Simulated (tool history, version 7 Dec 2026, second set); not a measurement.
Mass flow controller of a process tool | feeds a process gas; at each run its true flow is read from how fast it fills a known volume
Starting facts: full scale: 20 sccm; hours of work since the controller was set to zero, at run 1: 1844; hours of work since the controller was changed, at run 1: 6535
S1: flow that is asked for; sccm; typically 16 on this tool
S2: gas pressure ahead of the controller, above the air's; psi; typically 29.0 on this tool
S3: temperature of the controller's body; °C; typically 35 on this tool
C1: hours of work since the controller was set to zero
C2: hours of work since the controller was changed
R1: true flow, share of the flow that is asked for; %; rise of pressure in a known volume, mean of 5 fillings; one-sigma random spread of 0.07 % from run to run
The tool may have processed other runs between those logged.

{"run": 1, "hour": 0.0, "S1": 16, "S2": 29.0, "S3": 35, "C1": 1844, "C2": 6535, "R1": 99.27}
{"run": 2, "hour": 131.5, "S1": 16, "S2": 29.0, "S3": 35, "C1": 1941, "C2": 6632, "R1": 99.28}
{"run": 3, "hour": 326.3, "S1": 16, "S2": 29.0, "S3": 35, "C1": 2084, "C2": 6775, "R1": 99.24}
{"run": 4, "hour": 509.3, "S1": 16, "S2": 29.0, "S3": 35, "C1": 2218, "C2": 6909, "R1": 99.29}
{"run": 5, "hour": 704.8, "S1": 16, "S2": 29.0, "S3": 35, "C1": 2362, "C2": 7053, "R1": 99.32}
{"run": 6, "hour": 926.7, "S1": 16, "S2": 29.0, "S3": 35, "C1": 2525, "C2": 7216, "R1": 99.08}
{"run": 7, "hour": 1026.6, "S1": 16, "S2": 29.0, "S3": 35, "C1": 2598, "C2": 7289, "R1": 99.3}
{"run": 8, "hour": 1189.6, "S1": 16, "S2": 33.6, "S3": 35, "C1": 2718, "C2": 7409, "R1": 99.15}
{"run": 9, "hour": 1299.1, "S1": 16, "S2": 33.6, "S3": 25, "C1": 2798, "C2": 7489, "R1": 99.89}
{"run": 10, "hour": 1451.8, "S1": 16, "S2": 33.6, "S3": 25, "C1": 2910, "C2": 7601, "R1": 99.76}
{"run": 11, "hour": 1667.7, "S1": 16, "S2": 33.6, "S3": 37, "C1": 3069, "C2": 7760, "R1": 99.2}
{"run": 12, "hour": 1861.7, "S1": 16, "S2": 33.6, "S3": 37, "C1": 3211, "C2": 7902, "R1": 99.18}
{"run": 13, "hour": 2063.1, "S1": 16, "S2": 33.6, "S3": 31, "C1": 3359, "C2": 8050, "R1": 99.41}
{"run": 14, "hour": 2225.6, "S1": 16, "S2": 31.9, "S3": 30, "C1": 3478, "C2": 8170, "R1": 99.56}
{"run": 15, "hour": 2377.8, "S1": 15, "S2": 27.7, "S3": 29, "C1": 3590, "C2": 8281, "R1": 99.56}
{"run": 16, "hour": 2475.2, "S1": 19, "S2": 24.1, "S3": 29, "C1": 3662, "C2": 8353, "R1": 99.76}
{"run": 17, "hour": 2679.2, "S1": 3, "S2": 40.0, "S3": 38, "C1": 3811, "C2": 8503, "R1": 98.72}
{"run": 18, "hour": 2824.1, "S1": 7, "S2": 33.4, "S3": 30, "C1": 3918, "C2": 8609, "R1": 99.03}
{"run": 19, "hour": 2981.3, "S1": 4, "S2": 30.0, "S3": 35, "C1": 4033, "C2": 8724, "R1": 98.75}
{"run": 20, "hour": 3084.7, "S1": 4, "S2": 33.1, "S3": 29, "C1": 4109, "C2": 8800, "R1": 99.07}
{"run": 21, "hour": 3249.3, "S1": 16, "S2": 23.8, "S3": 20, "C1": 4230, "C2": 8921, "R1": 100.01}
{"run": 22, "hour": 3374.0, "S1": 3, "S2": 21.0, "S3": 35, "C1": 4321, "C2": 9013, "R1": 98.53}
{"hour": 3540.8, "done": "controller's zero set anew"}
{"run": 23, "hour": 3559.7, "S1": 10, "S2": 29.0, "S3": 35, "C1": 14, "C2": 9149, "R1": 98.84}

Across each entry between runs, compare the hidden state at the last listed run before it with the hidden state at the first listed run after it:
Run 22 -> run 23: controller's zero set anew (hour 3540.8)
  flow at rest that the sensor doesn't see, % of full scale: 0.005 -> 0
